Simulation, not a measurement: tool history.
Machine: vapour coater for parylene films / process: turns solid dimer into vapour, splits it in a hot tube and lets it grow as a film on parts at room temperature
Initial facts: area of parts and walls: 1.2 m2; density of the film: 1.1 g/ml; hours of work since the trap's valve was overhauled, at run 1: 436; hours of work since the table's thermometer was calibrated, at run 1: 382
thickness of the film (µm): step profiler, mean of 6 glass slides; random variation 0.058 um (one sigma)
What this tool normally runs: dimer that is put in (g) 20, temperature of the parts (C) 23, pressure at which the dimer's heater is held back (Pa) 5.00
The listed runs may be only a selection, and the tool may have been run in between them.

| run | hour | dimer that is put in (g) | temperature of the parts (C) | pressure at which the dimer's heater is held back (Pa) | hours of work since the trap's valve was overhauled | hours of work since the table's thermometer was calibrated | thickness of the film (µm) |
|---|---|---|---|---|---|---|---|
| 1 | 0.0 | 20 | 23 | 5.00 | 436 | 382 | 11.19 |
| 2 | 15.5 | 24 | 23 | 5.00 | 443 | 388 | 13.39 |
| 3 | 30.2 | 20 | 23 | 5.00 | 449 | 395 | 11.19 |
| 4 | 40.2 | 13 | 23 | 5.00 | 453 | 399 | 7.23 |
| 5 | 54.5 | 13 | 15 | 5.00 | 459 | 405 | 8.77 |
|  | 71.4 | trap's valve overhauled |
| 6 | 78.1 | 20 | 20 | 5.00 | 3 | 414 | 12.63 |
| 7 | 94.9 | 20 | 20 | 5.00 | 10 | 421 | 12.55 |
| 8 | 110.8 | 20 | 23 | 5.00 | 17 | 428 | 11.75 |
| 9 | 129.5 | 20 | 23 | 5.00 | 25 | 436 | 11.68 |
| 10 | 146.7 | 20 | 23 | 5.00 | 32 | 443 | 11.80 |
| 11 | 166.2 | 20 | 23 | 5.00 | 41 | 451 | 11.77 |
| 12 | 181.6 | 20 | 23 | 5.00 | 47 | 458 | 11.70 |
| 13 | 195.7 | 20 | 20 | 5.00 | 53 | 464 | 12.53 |
| 14 | 212.5 | 29 | 27 | 2.14 | 60 | 471 | 16.29 |
| 15 | 226.2 | 20 | 16 | 6.13 | 66 | 477 | 13.53 |
| 16 | 240.2 | 9 | 23 | 5.58 | 72 | 483 | 5.22 |
| 17 | 256.6 | 11 | 20 | 5.58 | 79 | 490 | 6.76 |
| 18 | 272.4 | 20 | 19 | 5.58 | 86 | 497 | 12.61 |
| 19 | 294.0 | 13 | 18 | 2.33 | 95 | 506 | 8.89 |
| 20 | 310.9 | 13 | 18 | 2.33 | 102 | 513 | 8.79 |
| 21 | 321.9 | 32 | 23 | 3.58 | 107 | 518 | 18.99 |
| 22 | 331.9 | 31 | 23 | 5.00 | 111 | 522 | 18.00 |
| 23 | 343.6 | 31 | 23 | 5.00 | 116 | 527 | 17.77 |
| 24 | 362.6 | 34 | 15 | 4.12 | 125 | 535 | 24.08 |

Each row is a separate what-if for the run after 24, all from the same tool condition, not one after another. Results?
| A | 373.4 | 14 | 16 | 8.34 | 129 | 540 | ? |
| B | 373.4 | 29 | 31 | 3.49 | 129 | 540 | ? |
| C | 373.4 | 16 | 30 | 4.43 | 129 | 540 | ? |
| D | 373.4 | 20 | 23 | 2.73 | 129 | 540 | ? |
| E | 373.4 | 10 | 29 | 7.80 | 129 | 540 | ? |

| run | thickness of the film (µm) |
|---|---|
| A | 9.23 |
| B | 14.23 |
| C | 7.91 |
| D | 11.94 |
| E | 4.84 |
With the hidden condition removed and each run's random variation left untouched, the same runs would have given:
| run | thickness of the film (µm) |
|---|---|
| A | 9.47 |
| B | 14.61 |
| C | 8.12 |
| D | 12.25 |
| E | 4.97 |

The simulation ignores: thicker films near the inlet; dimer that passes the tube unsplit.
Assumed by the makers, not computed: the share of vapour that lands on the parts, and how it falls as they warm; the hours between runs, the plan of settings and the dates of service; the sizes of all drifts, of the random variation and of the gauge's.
